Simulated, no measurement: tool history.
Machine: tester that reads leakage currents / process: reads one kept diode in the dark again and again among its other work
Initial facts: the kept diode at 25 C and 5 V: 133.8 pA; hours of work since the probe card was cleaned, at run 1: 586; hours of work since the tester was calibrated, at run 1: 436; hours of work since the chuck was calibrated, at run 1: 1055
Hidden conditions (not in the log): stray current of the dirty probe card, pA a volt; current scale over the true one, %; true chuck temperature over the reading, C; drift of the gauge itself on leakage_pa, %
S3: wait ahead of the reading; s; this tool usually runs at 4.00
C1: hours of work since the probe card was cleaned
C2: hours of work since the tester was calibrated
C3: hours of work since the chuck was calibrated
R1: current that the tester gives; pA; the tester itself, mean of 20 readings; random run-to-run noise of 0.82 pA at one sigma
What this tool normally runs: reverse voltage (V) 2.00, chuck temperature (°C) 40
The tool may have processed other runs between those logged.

run 1 hour=0.0 | reverse_voltage_(V)=2.00 chuck_temperature_(°C)=40 S3=4.00 | C1=586 C2=436 C3=1055 | R1=272.43
run 2 hour=151.3 | reverse_voltage_(V)=2.00 chuck_temperature_(°C)=40 S3=4.00 | C1=671 C2=521 C3=1140 | R1=272.29
run 3 hour=370.6 | reverse_voltage_(V)=2.00 chuck_temperature_(°C)=40 S3=3.72 | C1=794 C2=644 C3=1264 | R1=272.34
run 4 hour=545.9 | reverse_voltage_(V)=2.00 chuck_temperature_(°C)=40 S3=3.72 | C1=893 C2=743 C3=1362 | R1=272.80
-- hour=731.8 chuck's temperature calibrated
run 5 hour=759.3 | reverse_voltage_(V)=2.00 chuck_temperature_(°C)=40 S3=3.72 | C1=1012 C2=862 C3=15 | R1=273.61
-- hour=834.3 probe card cleaned and baked
run 6 hour=936.8 | reverse_voltage_(V)=2.00 chuck_temperature_(°C)=40 S3=4.00 | C1=58 C2=960 C3=114 | R1=273.71
run 7 hour=1119.2 | reverse_voltage_(V)=2.00 chuck_temperature_(°C)=40 S3=4.00 | C1=160 C2=1063 C3=216 | R1=272.30
run 8 hour=1241.1 | reverse_voltage_(V)=2.00 chuck_temperature_(°C)=40 S3=4.00 | C1=229 C2=1131 C3=285 | R1=272.62
run 9 hour=1345.7 | reverse_voltage_(V)=2.00 chuck_temperature_(°C)=40 S3=4.00 | C1=288 C2=1190 C3=344 | R1=273.75
run 10 hour=1480.7 | reverse_voltage_(V)=5.05 chuck_temperature_(°C)=40 S3=4.00 | C1=364 C2=1266 C3=420 | R1=386.45
run 11 hour=1661.5 | reverse_voltage_(V)=2.00 chuck_temperature_(°C)=40 S3=6.11 | C1=465 C2=1368 C3=521 | R1=273.91
run 12 hour=1814.1 | reverse_voltage_(V)=2.00 chuck_temperature_(°C)=40 S3=6.11 | C1=551 C2=1453 C3=607 | R1=270.28
run 13 hour=1980.8 | reverse_voltage_(V)=2.00 chuck_temperature_(°C)=40 S3=5.08 | C1=645 C2=1547 C3=701 | R1=272.82
run 14 hour=2128.5 | reverse_voltage_(V)=2.00 chuck_temperature_(°C)=44 S3=9.91 | C1=728 C2=1630 C3=784 | R1=356.04
run 15 hour=2241.4 | reverse_voltage_(V)=11.74 chuck_temperature_(°C)=44 S3=2.69 | C1=791 C2=1694 C3=847 | R1=685.77
run 16 hour=2430.2 | reverse_voltage_(V)=19.95 chuck_temperature_(°C)=48 S3=0.70 | C1=898 C2=1800 C3=954 | R1=1086.27
run 17 hour=2529.4 | reverse_voltage_(V)=2.00 chuck_temperature_(°C)=41 S3=2.68 | C1=953 C2=1856 C3=1009 | R1=292.37
run 18 hour=2618.8 | reverse_voltage_(V)=2.00 chuck_temperature_(°C)=41 S3=2.68 | C1=1004 C2=1906 C3=1060 | R1=292.78
-- hour=2708.9 probe card cleaned and baked
run 19 hour=2745.7 | reverse_voltage_(V)=2.00 chuck_temperature_(°C)=50 S3=2.68 | C1=21 C2=1976 C3=1129 | R1=522.69
run 20 hour=2960.7 | reverse_voltage_(V)=2.52 chuck_temperature_(°C)=45 S3=0.40 | C1=142 C2=2097 C3=1250 | R1=412.77
-- hour=3134.0 tester calibrated
run 21 hour=3182.5 | reverse_voltage_(V)=1.56 chuck_temperature_(°C)=47 S3=4.00 | C1=265 C2=27 C3=1374 | R1=392.96
-- hour=3355.4 chuck's temperature calibrated
run 22 hour=3385.4 | reverse_voltage_(V)=4.80 chuck_temperature_(°C)=49 S3=4.00 | C1=378 C2=140 C3=17 | R1=677.03
run 23 hour=3477.1 | reverse_voltage_(V)=3.50 chuck_temperature_(°C)=49 S3=4.00 | C1=430 C2=192 C3=68 | R1=605.96
run 24 hour=3613.1 | reverse_voltage_(V)=4.26 chuck_temperature_(°C)=40 S3=3.33 | C1=506 C2=268 C3=145 | R1=360.23
run 25 hour=3800.2 | reverse_voltage_(V)=13.77 chuck_temperature_(°C)=41 S3=4.00 | C1=612 C2=374 C3=250 | R1=597.40

Take each entry between the runs: how does the hidden state at the last listed run before it differ from the hidden state at the first listed run after it?
Run 4 -> run 5: chuck's temperature calibrated (hour 731.8)
  stray current of the dirty probe card, pA a volt: 0.05 -> 0.054; true chuck temperature over the reading, C: -0.03 -> 0.01
  what was measured, less what the result would be without the hidden state, R1: -0.56 -> +0.09 pA
Run 5 -> run 6: probe card cleaned and baked (hour 834.3)
  stray current of the dirty probe card, pA a volt: 0.054 -> 0.022; true chuck temperature over the reading, C: 0.01 -> 0
  what was measured, less what the result would be without the hidden state, R1: +0.09 -> -0.03 pA
Run 18 -> run 19: probe card cleaned and baked (hour 2708.9)
  stray current of the dirty probe card, pA a volt: 0.054 -> 0.021; current scale over the true one, %: -0.06 -> -0.07
  what was measured, less what the result would be without the hidden state, R1: -0.54 -> -1.12 pA
Run 20 -> run 21: tester calibrated (hour 3134.0)
  stray current of the dirty probe card, pA a volt: 0.025 -> 0.029; current scale over the true one, %: -0.07 -> 0
  what was measured, less what the result would be without the hidden state, R1: -1.00 -> -0.77 pA
Run 21 -> run 22: chuck's temperature calibrated (hour 3355.4)
  stray current of the dirty probe card, pA a volt: 0.029 -> 0.033; current scale over the true one, %: 0 -> -0.01; true chuck temperature over the reading, C: -0.03 -> 0
  what was measured, less what the result would be without the hidden state, R1: -0.77 -> +0.00 pA
